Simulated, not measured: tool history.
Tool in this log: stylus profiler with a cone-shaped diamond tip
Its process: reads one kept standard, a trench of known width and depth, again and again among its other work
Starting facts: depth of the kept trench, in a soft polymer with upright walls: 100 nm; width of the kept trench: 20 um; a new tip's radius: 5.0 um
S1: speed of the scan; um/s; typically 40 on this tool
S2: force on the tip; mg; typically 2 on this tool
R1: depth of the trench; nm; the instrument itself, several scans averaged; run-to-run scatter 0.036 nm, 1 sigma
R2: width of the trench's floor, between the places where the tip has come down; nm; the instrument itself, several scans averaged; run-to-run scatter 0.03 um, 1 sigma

run     day   S1    S2      R1     R2
  1       0   40     2  100.79  17640
  2     1.7   40     2  100.74  17640
  3   3.533  150     2  100.77  17140
  4   4.612  150     2  100.73  17130
  5   6.121   19     2  100.76  17700
  6   7.496   40     2   100.7  17640
  7   9.317  128     2  100.69  17240
  8  11.071  128  1.46  100.55  17120
  9  13.008  111  1.46  100.59  17190
 10  14.688  111  1.46  100.55  17230
 11  15.879  111  1.46  100.56  17220
 12  17.258   40     2  100.67  17610
 13      19   80     2  100.69  17430
 14  19.904   80     2  100.69  17370
 15  21.708   23     2   100.7  17680
 16  23.362   23     2  100.64  17660
 17  24.346   15     2   100.7  17680
 18  26.321   15     2  100.67  17650
 19  27.508   15     2  100.76  17650
 20  29.475   13  0.75  100.25  17580
 21  31.429   13  0.75  100.33  17610
 22  32.733   31  3.17  100.99  17570
 23  34.275   31  3.17     101  17620
 24  35.612  120  2.52   100.8  17240
 25  37.029  120  2.52  100.79  17180
 26  38.896   65  2.72  100.88  17430
 27  40.646   12  2.51  100.74  17620
 28  41.658   12  1.15  100.41  17570
 29  43.125   17  4.38  101.24  17590
 30   44.15   14   0.9  100.26  17560
 31  45.292   14   0.9  100.31  17560
 32  46.654  156  4.46  101.22  17230
 33  47.621  156  4.46  101.21  17160
 34  49.346   37  2.12  100.66  17460
 35  50.971   39  0.97  100.33  17390
 36  52.892   27  5.41  101.42  17570
 37  54.383   27  5.41  101.45  17540
 38  55.238   22  1.37   100.4  17500

Alternative continuations, all from the tool just after run 38; predict every row:
  A  56.654  11     2   ?   ?
  B  56.654  40  1.13   ?   ?
  C  56.654  17  5.12   ?   ?
  D  56.654  18  2.68   ?   ?
  E  56.654  69   0.9   ?   ?

run      R1     R2
  A   100.6  17540
  B  100.31  17380
  C  101.35  17580
  D  100.75  17550
  E  100.22  17170
The same runs, with their run-to-run variation unchanged, on a tool lacking any hidden condition would have given:
run      R1     R2
  A  100.85  17940
  B  100.56  17780
  C   101.6  17980
  D     101  17950
  E  100.47  17570

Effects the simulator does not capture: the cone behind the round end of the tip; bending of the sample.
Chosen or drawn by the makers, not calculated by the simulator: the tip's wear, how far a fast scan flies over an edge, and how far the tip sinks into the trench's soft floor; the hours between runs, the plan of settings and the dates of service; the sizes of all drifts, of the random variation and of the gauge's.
